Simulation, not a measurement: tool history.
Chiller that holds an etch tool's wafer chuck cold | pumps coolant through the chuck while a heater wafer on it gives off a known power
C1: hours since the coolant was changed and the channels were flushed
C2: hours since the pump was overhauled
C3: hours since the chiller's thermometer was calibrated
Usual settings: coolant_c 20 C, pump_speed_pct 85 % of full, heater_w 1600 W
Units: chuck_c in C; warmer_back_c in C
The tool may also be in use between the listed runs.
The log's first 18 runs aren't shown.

Run 19, hour 481.5: usual settings but coolant_c 10 C; C1 2821; C2 2866; C3 1377. Result: chuck_c 22.9 C, warmer_back_c 4.73 C.
Run 20, hour 496.8: usual settings but heater_w 960 W; C1 2836; C2 2881; C3 1393. Result: chuck_c 28.0 C, warmer_back_c 2.82 C.
Run 21, hour 531.8: usual settings but pump_speed_pct 62 % of full, heater_w 1479 W; C1 2871; C2 2916; C3 1428. Result: chuck_c 35.2 C, warmer_back_c 6.16 C.
Run 22, hour 559.6: usual settings but coolant_c 19 C, heater_w 1399 W; C1 2899; C2 2944; C3 1456. Result: chuck_c 30.5 C, warmer_back_c 4.17 C.
Run 23, hour 577.1: usual settings but coolant_c 11 C, pump_speed_pct 78 % of full, heater_w 2037 W; C1 2916; C2 2962; C3 1473. Result: chuck_c 28.6 C, warmer_back_c 6.62 C.
Run 24, hour 606.4: usual settings but coolant_c 10 C, pump_speed_pct 99 % of full; C1 2946; C2 2991; C3 1502. Result: chuck_c 21.7 C, warmer_back_c 4.10 C.
Run 25, hour 642.9: usual settings but coolant_c 15 C, pump_speed_pct 90 % of full, heater_w 2112 W; C1 2982; C2 3027; C3 1539. Result: chuck_c 31.4 C, warmer_back_c 5.91 C.
Run 26, hour 674.3: usual settings but coolant_c 14 C, pump_speed_pct 74 % of full, heater_w 2398 W; C1 3014; C2 3059; C3 1570. Result: chuck_c 35.5 C, warmer_back_c 8.28 C.
Run 27, hour 710.0: usual settings but heater_w 963 W; C1 3049; C2 3095; C3 1606. Result: chuck_c 28.4 C, warmer_back_c 2.87 C.
Run 28, hour 747.2: usual settings but coolant_c 16 C, pump_speed_pct 94 % of full, heater_w 1293 W; C1 3086; C2 3132; C3 1643. Result: chuck_c 26.3 C, warmer_back_c 3.47 C.
Run 29, hour 774.0: usual settings but coolant_c 11 C, pump_speed_pct 69 % of full; C1 3113; C2 3158; C3 1670. Result: chuck_c 26.6 C, warmer_back_c 6.01 C.
Run 30, hour 800.8: usual settings but coolant_c 15 C, pump_speed_pct 69 % of full, heater_w 1366 W; C1 3140; C2 3185; C3 1697. Result: chuck_c 28.5 C, warmer_back_c 5.12 C.
Run 31, hour 820.8: usual settings but coolant_c 23 C; C1 3160; C2 3205; C3 1717. Result: chuck_c 36.4 C, warmer_back_c 4.83 C.
Run 32, hour 856.0: usual settings but coolant_c 10 C, pump_speed_pct 72 % of full; C1 3195; C2 3241; C3 1752. Result: chuck_c 25.0 C, warmer_back_c 5.72 C.
Run 33, hour 892.5: usual settings but coolant_c 10 C, pump_speed_pct 72 % of full; C1 3232; C2 3277; C3 1788. Result: chuck_c 25.0 C, warmer_back_c 5.76 C.

Forecast each of these 3 alternatives for the next run:
Run A, hour 914.1: usual settings but coolant_c 12 C, heater_w 1031 W; C1 3253; C2 3299; C3 1810. Result: chuck_c ?, warmer_back_c ?.
Run B, hour 914.1: usual settings but coolant_c 24 C, pump_speed_pct 80 % of full; C1 3253; C2 3299; C3 1810. Result: chuck_c ?, warmer_back_c ?.
Run C, hour 914.1: usual settings but coolant_c 14 C, pump_speed_pct 72 % of full, heater_w 1659 W; C1 3253; C2 3299; C3 1810. Result: chuck_c ?, warmer_back_c ?.

run  chuck_c  warmer_back_c
  A     21.0           3.11
  B     38.2           5.15
  C     29.8           5.93
Without the tool's hidden state the same runs would have given:
run  chuck_c  warmer_back_c
  A     18.8           2.77
  B     35.0           4.60
  C     26.3           5.28
